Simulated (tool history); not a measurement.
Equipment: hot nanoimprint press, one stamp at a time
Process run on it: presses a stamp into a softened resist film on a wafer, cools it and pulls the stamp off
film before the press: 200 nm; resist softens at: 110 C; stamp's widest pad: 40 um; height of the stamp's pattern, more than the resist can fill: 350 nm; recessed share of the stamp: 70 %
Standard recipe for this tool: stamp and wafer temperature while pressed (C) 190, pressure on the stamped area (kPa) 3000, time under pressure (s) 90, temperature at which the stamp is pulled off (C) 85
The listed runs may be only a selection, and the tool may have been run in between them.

run    hour  stamp and wafer temperature while pressed (C)  pressure on the stamped area (kPa)  time under pressure (s)  temperature at which the stamp is pulled off (C)  resist left under the stamp's widest pad (Å)  greatest force while the stamp is pulled off (N)
  1       0                                            190                                3000                       90                                                85                                           798                                               190
       24.2  -- stamp cleaned and given a new release coat
       67.5  -- plate thermocouple calibrated
  2    68.9                                            190                                3000                       90                                                85                                           818                                               170
  3   106.3                                            190                                3000                       90                                                89                                           811                                               163
  4   173.3                                            190                                1870                       90                                                85                                          1002                                               174
  5   217.6                                            199                                1870                       90                                                85                                           750                                               193
      242.1  -- press's hydraulic seals changed and the load cell set to zero
  6   255.1                                            199                                1870                       90                                                85                                           750                                               197
      281.9  -- stamp cleaned and given a new release coat
      289.8  -- plate thermocouple calibrated, once more
  7   311.1                                            199                                1870                       90                                                85                                           688                                               157
  8   341.4                                            190                                3000                       90                                                85                                           760                                               162
  9   388.1                                            190                                3000                       90                                                85                                           763                                               175
 10   449.4                                            190                                3000                       90                                                85                                           755                                               182
 11   511.8                                            190                                3000                       90                                                85                                           769                                               188
      532.2  -- stamp cleaned and given a new release coat
 12     567                                            190                                3000                       90                                                85                                           765                                               161
 13   605.8                                            190                                3000                      145                                                81                                           632                                               188
 14   649.7                                            190                                3000                      145                                                81                                           646                                               205
 15   697.8                                            190                                3000                       61                                                81                                           890                                               202
 16   742.7                                            181                                1920                      154                                                85                                          1088                                               184
      780.5  -- stamp cleaned and given a new release coat
 17   800.6                                            183                                2820                       79                                                76                                          1086                                               205
      822.7  -- plate thermocouple calibrated
 18   842.9                                            190                                3000                       98                                                89                                           735                                               146
 19   890.6                                            190                                2180                      126                                                85                                           782                                               172
 20   926.5                                            191                                3910                       90                                                85                                           657                                               175
 21   975.1                                            190                                3000                      144                                                84                                           639                                               189
 22  1011.5                                            179                                3420                       90                                                78                                          1090                                               216
     1028.5  -- stamp cleaned and given a new release coat
 23  1085.1                                            179                                3420                      158                                                78                                           909                                               198
 24  1124.2                                            198                                3420                      158                                                78                                           434                                               214

Forecast each of these 4 alternatives for the next run:
  A  1160.4                                            194                                3630                       90                                                71                                             ?                                                 ?
  B  1160.4                                            190                                2430                       90                                                91                                             ?                                                 ?
  C  1160.4                                            186                                3000                       69                                                85                                             ?                                                 ?
  D  1160.4                                            190                                2320                       90                                                85                                             ?                                                 ?

run  resist left under the stamp's widest pad (Å)  greatest force while the stamp is pulled off (N)
  A                                           619                                               245
  B                                           870                                               155
  C                                           992                                               174
  D                                           873                                               182
With no hidden state in the tool, these same runs would have given:
run  resist left under the stamp's widest pad (Å)  greatest force while the stamp is pulled off (N)
  A                                           589                                               218
  B                                           836                                               137
  C                                           952                                               154
  D                                           839                                               161
